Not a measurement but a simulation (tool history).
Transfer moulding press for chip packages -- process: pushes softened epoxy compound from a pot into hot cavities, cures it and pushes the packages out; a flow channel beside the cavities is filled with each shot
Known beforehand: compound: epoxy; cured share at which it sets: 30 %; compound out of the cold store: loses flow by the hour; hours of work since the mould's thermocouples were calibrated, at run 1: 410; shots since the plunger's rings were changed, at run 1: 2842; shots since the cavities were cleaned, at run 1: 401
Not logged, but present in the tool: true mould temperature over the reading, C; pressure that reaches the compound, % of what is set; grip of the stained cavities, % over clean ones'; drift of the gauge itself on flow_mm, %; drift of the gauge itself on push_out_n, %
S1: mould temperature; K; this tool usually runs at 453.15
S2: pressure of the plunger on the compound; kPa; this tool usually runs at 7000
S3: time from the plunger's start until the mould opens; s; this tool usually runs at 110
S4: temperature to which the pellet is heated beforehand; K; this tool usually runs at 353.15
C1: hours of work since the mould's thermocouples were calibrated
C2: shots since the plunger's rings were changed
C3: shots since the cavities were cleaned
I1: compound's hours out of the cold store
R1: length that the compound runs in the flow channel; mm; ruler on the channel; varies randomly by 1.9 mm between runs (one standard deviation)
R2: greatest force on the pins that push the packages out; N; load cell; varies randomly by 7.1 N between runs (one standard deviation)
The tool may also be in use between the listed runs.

run	hour	S1	S2	S3	S4	C1	C2	C3	I1	R1	R2
1	0.0	453.15	7000	110	353.15	410	2842	401	40.3	864	461
# hour 3.6: cavities cleaned with cleaning compound and waxed
2	15.7	445.15	7000	110	353.15	421	3037	166	23.7	958	574
3	30.9	445.15	7000	110	353.15	433	3245	374	34.5	912	659
# hour 36.5: cavities cleaned with cleaning compound and waxed
4	39.4	453.15	7000	110	353.15	438	3342	40	27.9	911	327
5	52.5	453.15	7000	110	353.15	448	3522	220	13.0	975	395
6	63.1	453.15	7000	110	353.15	457	3667	365	23.1	927	441
# hour 68.8: plunger's sealing rings changed
# hour 72.4: cavities cleaned with cleaning compound and waxed
7	80.6	453.15	7000	110	353.15	467	141	112	23.2	954	338
8	88.7	453.15	7000	110	353.15	473	252	223	46.3	856	391
9	101.6	453.15	7000	110	353.15	483	429	400	42.3	872	449
# hour 106.0: cavities cleaned with cleaning compound and waxed
10	113.3	453.15	7000	110	353.15	491	568	100	26.7	933	346
11	121.8	453.15	7000	103	349.15	498	685	217	13.7	993	412
12	129.7	456.15	5570	104	360.15	504	793	325	30.0	810	404
# hour 138.8: cavities cleaned with cleaning compound and waxed
13	145.3	456.15	5570	101	360.15	515	986	88	10.5	887	337
14	160.8	461.15	8790	139	353.15	527	1199	301	41.8	948	363
# hour 171.4: cavities cleaned with cleaning compound and waxed
15	171.6	453.15	7860	110	355.15	534	1326	2	39.2	930	291
16	184.9	453.15	6840	110	353.15	544	1509	185	47.7	834	365
17	197.1	453.15	7000	143	354.15	553	1677	353	45.9	848	386
# hour 204.8: cavities cleaned with cleaning compound and waxed
18	209.5	453.15	7000	143	354.15	562	1826	64	38.7	875	286
19	225.9	453.15	7000	137	361.15	574	2050	288	26.6	920	355
# hour 237.9: cavities cleaned with cleaning compound and waxed
20	241.7	454.15	6400	140	345.15	585	2247	53	19.8	909	287

Predict each of these 3 candidate next runs independently; none follows another, all start after run 20:
A	254.9	451.15	7000	144	356.15	596	2427	233	40.4	?	?
B	254.9	454.15	7670	132	346.15	596	2427	233	33.8	?	?
C	254.9	453.15	6670	144	347.15	596	2427	233	35.9	?	?

run	R1	R2
A	871	347
B	927	357
C	857	351
Stripped of hidden state, with their random variation kept, the same runs would have yielded:
run	R1	R2
A	891	252
B	949	262
C	877	254
